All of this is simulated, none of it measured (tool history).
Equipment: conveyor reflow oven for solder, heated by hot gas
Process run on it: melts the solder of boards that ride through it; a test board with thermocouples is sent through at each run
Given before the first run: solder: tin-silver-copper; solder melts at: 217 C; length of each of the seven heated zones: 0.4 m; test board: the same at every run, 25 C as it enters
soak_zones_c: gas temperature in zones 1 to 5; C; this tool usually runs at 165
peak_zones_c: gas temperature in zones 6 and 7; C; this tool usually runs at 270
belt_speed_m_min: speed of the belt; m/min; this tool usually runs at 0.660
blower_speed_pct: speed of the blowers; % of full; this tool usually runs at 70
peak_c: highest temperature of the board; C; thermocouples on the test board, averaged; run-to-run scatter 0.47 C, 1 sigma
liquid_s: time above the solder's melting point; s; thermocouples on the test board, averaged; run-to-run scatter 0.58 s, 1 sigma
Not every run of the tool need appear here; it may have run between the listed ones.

Run 1, hour 0.0: usual settings. Result: peak_c 246.6 C, liquid_s 47.8 s.
Run 2, hour 14.5: usual settings. Result: peak_c 247.0 C, liquid_s 46.4 s.
Run 3, hour 33.2: usual settings. Result: peak_c 246.7 C, liquid_s 48.3 s.
Run 4, hour 49.5: usual settings. Result: peak_c 247.3 C, liquid_s 46.0 s.
Run 5, hour 62.3: usual settings. Result: peak_c 247.1 C, liquid_s 46.7 s.
At hour 91.4: flux residue cleaned out of gas plates and filters.
Run 6, hour 97.0: usual settings. Result: peak_c 249.5 C, liquid_s 48.6 s.
Run 7, hour 121.0: usual settings. Result: peak_c 249.6 C, liquid_s 50.5 s.
Run 8, hour 148.3: usual settings but belt_speed_m_min 0.567 m/min. Result: peak_c 254.2 C, liquid_s 62.9 s.
Run 9, hour 177.9: usual settings but peak_zones_c 278 C. Result: peak_c 255.6 C, liquid_s 55.0 s.
Run 10, hour 190.1: usual settings but peak_zones_c 278 C. Result: peak_c 255.9 C, liquid_s 54.7 s.
Run 11, hour 216.2: usual settings but peak_zones_c 278 C. Result: peak_c 256.2 C, liquid_s 54.4 s.
Run 12, hour 233.5: usual settings but peak_zones_c 278 C. Result: peak_c 256.3 C, liquid_s 55.3 s.
Run 13, hour 260.6: usual settings but peak_zones_c 278 C. Result: peak_c 255.9 C, liquid_s 54.0 s.
Run 14, hour 278.7: usual settings but peak_zones_c 278 C. Result: peak_c 255.9 C, liquid_s 54.3 s.
Run 15, hour 302.3: usual settings but peak_zones_c 278 C. Result: peak_c 255.4 C, liquid_s 54.4 s.
Run 16, hour 316.9: usual settings but peak_zones_c 266 C. Result: peak_c 246.5 C, liquid_s 46.5 s.
Run 17, hour 332.0: usual settings but blower_speed_pct 87 % of full. Result: peak_c 252.6 C, liquid_s 53.8 s.
Run 18, hour 346.7: usual settings but soak_zones_c 172 C, peak_zones_c 260 C, belt_speed_m_min 0.558 m/min. Result: peak_c 245.5 C, liquid_s 60.0 s.
Run 19, hour 366.1: usual settings but soak_zones_c 159 C, peak_zones_c 266 C, belt_speed_m_min 0.557 m/min, blower_speed_pct 81 % of full. Result: peak_c 251.8 C, liquid_s 62.9 s.
Run 20, hour 381.5: usual settings but soak_zones_c 159 C, peak_zones_c 283 C, belt_speed_m_min 0.557 m/min, blower_speed_pct 59 % of full. Result: peak_c 261.5 C, liquid_s 68.0 s.
Run 21, hour 405.0: usual settings but soak_zones_c 159 C, peak_zones_c 283 C, belt_speed_m_min 0.557 m/min, blower_speed_pct 59 % of full. Result: peak_c 263.0 C, liquid_s 68.7 s.
Run 22, hour 418.2: usual settings but soak_zones_c 152 C, peak_zones_c 283 C, belt_speed_m_min 0.557 m/min, blower_speed_pct 59 % of full. Result: peak_c 261.6 C, liquid_s 63.6 s.
Run 23, hour 436.7: usual settings but soak_zones_c 158 C, peak_zones_c 285 C, belt_speed_m_min 0.618 m/min, blower_speed_pct 66 % of full. Result: peak_c 261.3 C, liquid_s 60.7 s.
Run 24, hour 451.5: usual settings but soak_zones_c 178 C, peak_zones_c 263 C, belt_speed_m_min 0.643 m/min, blower_speed_pct 68 % of full. Result: peak_c 244.8 C, liquid_s 52.9 s.
Run 25, hour 471.3: usual settings but soak_zones_c 178 C, peak_zones_c 263 C, belt_speed_m_min 0.643 m/min, blower_speed_pct 68 % of full. Result: peak_c 245.3 C, liquid_s 52.3 s.
Run 26, hour 492.5: usual settings but soak_zones_c 174 C, peak_zones_c 271 C, belt_speed_m_min 0.752 m/min, blower_speed_pct 68 % of full. Result: peak_c 246.3 C, liquid_s 43.0 s.
Run 27, hour 519.4: usual settings but soak_zones_c 174 C, peak_zones_c 271 C, belt_speed_m_min 0.752 m/min, blower_speed_pct 68 % of full. Result: peak_c 245.6 C, liquid_s 43.5 s.
Run 28, hour 548.6: usual settings but soak_zones_c 159 C, peak_zones_c 271 C, belt_speed_m_min 0.752 m/min, blower_speed_pct 71 % of full. Result: peak_c 243.3 C, liquid_s 36.5 s.
Run 29, hour 569.9: usual settings but soak_zones_c 159 C, peak_zones_c 271 C, belt_speed_m_min 0.752 m/min, blower_speed_pct 71 % of full. Result: peak_c 242.4 C, liquid_s 35.8 s.
Run 30, hour 598.8: usual settings but soak_zones_c 159 C, peak_zones_c 271 C, belt_speed_m_min 0.752 m/min, blower_speed_pct 71 % of full. Result: peak_c 242.6 C, liquid_s 35.6 s.
Run 31, hour 615.9: usual settings but soak_zones_c 159 C, peak_zones_c 271 C, belt_speed_m_min 0.752 m/min, blower_speed_pct 71 % of full. Result: peak_c 242.6 C, liquid_s 36.6 s.

Here are 4 independent what-if runs from the current tool condition. What would each one return?
Run A, hour 639.9: usual settings but peak_zones_c 269 C. Result: peak_c ?, liquid_s ?.
Run B, hour 639.9: usual settings but soak_zones_c 170 C, peak_zones_c 275 C, blower_speed_pct 55 % of full. Result: peak_c ?, liquid_s ?.
Run C, hour 639.9: usual settings but peak_zones_c 260 C, belt_speed_m_min 0.675 m/min. Result: peak_c ?, liquid_s ?.
Run D, hour 639.9: usual settings but soak_zones_c 167 C, peak_zones_c 264 C, belt_speed_m_min 0.578 m/min, blower_speed_pct 71 % of full. Result: peak_c ?, liquid_s ?.

run  peak_c  liquid_s
  A   247.2      47.7
  B   249.4      49.8
  C   239.8      39.4
  D   247.9      57.9
Without the tool's unlogged condition, the same runs would have read:
run  peak_c  liquid_s
  A   250.0      49.1
  B   251.9      50.9
  C   242.6      41.6
  D   250.7      59.2
